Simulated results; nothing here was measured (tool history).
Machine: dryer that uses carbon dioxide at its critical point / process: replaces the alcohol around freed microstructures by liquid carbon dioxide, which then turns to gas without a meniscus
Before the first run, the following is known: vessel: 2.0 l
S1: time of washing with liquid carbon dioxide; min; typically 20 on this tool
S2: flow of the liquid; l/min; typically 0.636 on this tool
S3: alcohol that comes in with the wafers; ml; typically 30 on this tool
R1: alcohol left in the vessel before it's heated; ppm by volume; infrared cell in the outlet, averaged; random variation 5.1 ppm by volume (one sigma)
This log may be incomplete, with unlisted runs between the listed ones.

run	hour	S1	S2	S3	R1
1	0	20	0.636	30	130
2	41.5	20	0.636	80	311
3	85.9	20	0.636	87	362
4	146.9	20	0.636	30	171
5	212.5	20	0.636	30	182
# hour 223.5: inlet filter changed
6	283.6	20	0.636	30	145
7	323.3	20	0.636	30	141
8	367.9	15	0.636	30	341
9	431.9	15	0.636	30	360
10	481.3	15	0.636	30	375
11	531	20	0.636	23	165
12	560.5	20	0.636	23	180
13	612.5	20	0.636	30	194
14	672.8	20	0.636	30	217
15	706.6	20	0.636	30	211
16	756.7	20	0.636	30	216
17	825.8	15	0.554	58	1321
18	898.3	32	0.838	76	159
19	948.6	15	0.777	79	579
# hour 985.8: inlet filter changed
20	1002.1	23	0.547	32	227
21	1034.8	23	0.547	32	236
22	1078.2	18	0.636	102	518
# hour 1153.9: purifier's bed changed
23	1153.9	17	0.636	107	533
24	1221.7	16	0.428	26	810
25	1279.1	16	0.428	26	800
26	1336.8	25	0.857	71	33

Selected run-to-run steps in R1, each split into two signed amounts: the part the tool would show with no hidden state at all (from settings, incoming material and random variation), and the remainder, which goes to the hidden state together with any gauge scatter not common to the measured and the hidden-state-free results:
Hidden state at play: flow that reaches the vessel past the clogged filter, %; alcohol in the recycled carbon dioxide, ppm; drift of the gauge itself on alcohol_ppm, %.
Run 16 -> 17: S1 20 -> 15, S2 0.636 -> 0.554, S3 30 -> 58. R1 +1105 ppm by volume: hidden state +351, all else +754.
Run 17 -> 18: S1 15 -> 32, S2 0.554 -> 0.838, S3 58 -> 76. R1 -1162 ppm by volume: hidden state -371, all else -791.
